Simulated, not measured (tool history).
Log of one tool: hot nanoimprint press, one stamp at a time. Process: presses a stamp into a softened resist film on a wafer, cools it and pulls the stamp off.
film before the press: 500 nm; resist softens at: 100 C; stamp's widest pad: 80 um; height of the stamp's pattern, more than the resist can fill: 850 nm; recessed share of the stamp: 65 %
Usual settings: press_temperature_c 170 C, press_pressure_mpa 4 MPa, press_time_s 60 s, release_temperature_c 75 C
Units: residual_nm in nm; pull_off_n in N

| run | hour | press_temperature_c | press_pressure_mpa | press_time_s | release_temperature_c | residual_nm | pull_off_n |
|---|---|---|---|---|---|---|---|
| 1 | 0 | 170 | 4 | 60 | 75 | 251 | 209 |
| 2 | 9.6 | 170 | 4 | 60 | 75 | 251.3 | 209 |
| 3 | 16.1 | 172 | 4 | 60 | 75 | 232 | 217 |
| 4 | 22.9 | 172 | 4 | 60 | 75 | 231.4 | 214 |
| 5 | 29.8 | 172 | 4 | 60 | 75 | 231.6 | 215 |
| 6 | 35.9 | 175 | 4 | 60 | 75 | 205.6 | 214 |
| 7 | 41.5 | 165 | 2.95 | 85 | 75 | 314.8 | 218 |
| 8 | 46.9 | 166 | 4 | 60 | 75 | 293 | 212 |
| 9 | 51.4 | 177 | 4 | 60 | 75 | 189.4 | 219 |
| 10 | 57.6 | 170 | 4.11 | 60 | 75 | 246.6 | 219 |
| 11 | 65.6 | 170 | 4.11 | 60 | 75 | 246.2 | 218 |
| 12 | 71.1 | 160 | 4.77 | 76 | 78 | 320.2 | 190 |

Forecast each of these 5 alternatives for the next run:
| A | 80 | 170 | 4 | 50 | 65 | ? | ? |
| B | 80 | 170 | 4.57 | 88 | 75 | ? | ? |
| C | 80 | 160 | 5.4 | 76 | 78 | ? | ? |
| D | 80 | 160 | 5.87 | 31 | 78 | ? | ? |
| E | 80 | 160 | 4.77 | 64 | 77 | ? | ? |

| run | residual_nm | pull_off_n |
|---|---|---|
| A | 265.2 | 280 |
| B | 204.4 | 219 |
| C | 303.8 | 197 |
| D | 368.5 | 207 |
| E | 335.3 | 207 |
Without the tool's hidden state the same runs would have given:
| run | residual_nm | pull_off_n |
|---|---|---|
| A | 274.8 | 232 |
| B | 212.7 | 183 |
| C | 315.5 | 165 |
| D | 379.1 | 173 |
| E | 346.8 | 173 |
